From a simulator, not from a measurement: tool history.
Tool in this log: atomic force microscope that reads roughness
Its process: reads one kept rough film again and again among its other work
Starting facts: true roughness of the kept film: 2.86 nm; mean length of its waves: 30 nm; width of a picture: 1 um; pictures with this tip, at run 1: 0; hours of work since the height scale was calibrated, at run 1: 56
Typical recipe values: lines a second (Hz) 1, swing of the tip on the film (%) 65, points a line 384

| run | hour | lines a second (Hz) | swing of the tip on the film (%) | points a line | pictures with this tip | hours of work since the height scale was calibrated | roughness of the kept film (nm (root mean square)) |
|---|---|---|---|---|---|---|---|
| 1 | 0 | 1 | 65 | 384 | 0 | 56 | 2.414 |
| 2 | 7.9 | 1 | 65 | 384 | 12 | 60 | 2.428 |
| 3 | 16.8 | 1 | 65 | 384 | 26 | 65 | 2.409 |
| 4 | 26.8 | 1 | 65 | 384 | 41 | 71 | 2.424 |
| 5 | 39.7 | 1 | 65 | 384 | 60 | 78 | 2.41 |
| 6 | 47.5 | 1 | 86 | 384 | 72 | 82 | 2.231 |
| 7 | 59.5 | 1 | 86 | 384 | 90 | 89 | 2.228 |
| 8 | 69.3 | 1 | 86 | 384 | 105 | 95 | 2.252 |
| 9 | 79.5 | 1 | 65 | 329 | 120 | 100 | 2.41 |
| 10 | 86.5 | 1 | 65 | 329 | 131 | 104 | 2.408 |
|  | 98.3 | new tip fitted |
| 11 | 100 | 1 | 65 | 384 | 2 | 112 | 2.422 |
| 12 | 108.6 | 1 | 65 | 384 | 15 | 116 | 2.423 |
| 13 | 114.6 | 1 | 65 | 384 | 25 | 120 | 2.422 |
| 14 | 124.1 | 1 | 65 | 384 | 39 | 125 | 2.407 |
| 15 | 137 | 1 | 65 | 384 | 58 | 132 | 2.429 |
| 16 | 148.9 | 1 | 65 | 384 | 76 | 139 | 2.395 |
| 17 | 157.6 | 1 | 65 | 384 | 89 | 144 | 2.417 |
| 18 | 163.9 | 1 | 65 | 384 | 99 | 147 | 2.414 |
| 19 | 170.3 | 1 | 65 | 785 | 109 | 151 | 2.437 |
| 20 | 181.6 | 1 | 65 | 785 | 126 | 157 | 2.429 |
| 21 | 194.5 | 1 | 61 | 384 | 145 | 165 | 2.445 |
|  | 196.8 | new tip fitted |
| 22 | 203.8 | 1 | 61 | 384 | 10 | 170 | 2.446 |
| 23 | 209.4 | 1.25 | 71 | 384 | 19 | 173 | 2.335 |
| 24 | 221.3 | 0.89 | 71 | 377 | 37 | 179 | 2.369 |
| 25 | 230.1 | 0.89 | 71 | 377 | 50 | 184 | 2.382 |
| 26 | 237.2 | 0.89 | 71 | 377 | 61 | 188 | 2.393 |
| 27 | 248.8 | 0.68 | 65 | 384 | 79 | 195 | 2.455 |
| 28 | 254.6 | 1 | 72 | 384 | 87 | 198 | 2.363 |
| 29 | 266.4 | 1.28 | 84 | 734 | 105 | 205 | 2.189 |
| 30 | 277.1 | 1.28 | 84 | 734 | 121 | 211 | 2.2 |
| 31 | 287.6 | 1.28 | 84 | 734 | 137 | 217 | 2.198 |
|  | 295.2 | new tip fitted |
| 32 | 297.1 | 1.28 | 84 | 734 | 3 | 222 | 2.21 |
| 33 | 302.4 | 1.28 | 84 | 734 | 11 | 225 | 2.212 |
| 34 | 309.3 | 1.28 | 84 | 734 | 21 | 229 | 2.194 |
| 35 | 321.6 | 1 | 75 | 599 | 40 | 235 | 2.368 |
| 36 | 334.7 | 1 | 75 | 599 | 59 | 243 | 2.344 |
| 37 | 346.5 | 0.69 | 66 | 801 | 77 | 249 | 2.461 |
| 38 | 358.3 | 0.69 | 66 | 801 | 95 | 256 | 2.459 |
| 39 | 370.5 | 0.55 | 72 | 444 | 113 | 263 | 2.437 |
| 40 | 379.9 | 0.55 | 79 | 266 | 128 | 268 | 2.377 |
| 41 | 386.9 | 1 | 81 | 786 | 138 | 272 | 2.3 |
|  | 392.9 | new tip fitted |
| 42 | 399.3 | 0.58 | 90 | 332 | 9 | 279 | 2.325 |
| 43 | 411.3 | 0.56 | 65 | 915 | 27 | 286 | 2.474 |

Here are 3 independent what-if runs from the current tool condition. What would each one return?
| A | 416.7 | 1.6 | 57 | 915 | 36 | 289 | ? |
| B | 416.7 | 0.56 | 80 | 915 | 36 | 289 | ? |
| C | 416.7 | 0.73 | 83 | 384 | 36 | 289 | ? |

| run | roughness of the kept film (nm (root mean square)) |
|---|---|
| A | 2.449 |
| B | 2.392 |
| C | 2.349 |
Without the tool's hidden state the same runs would have given:
| run | roughness of the kept film (nm (root mean square)) |
|---|---|
| A | 2.451 |
| B | 2.394 |
| C | 2.35 |

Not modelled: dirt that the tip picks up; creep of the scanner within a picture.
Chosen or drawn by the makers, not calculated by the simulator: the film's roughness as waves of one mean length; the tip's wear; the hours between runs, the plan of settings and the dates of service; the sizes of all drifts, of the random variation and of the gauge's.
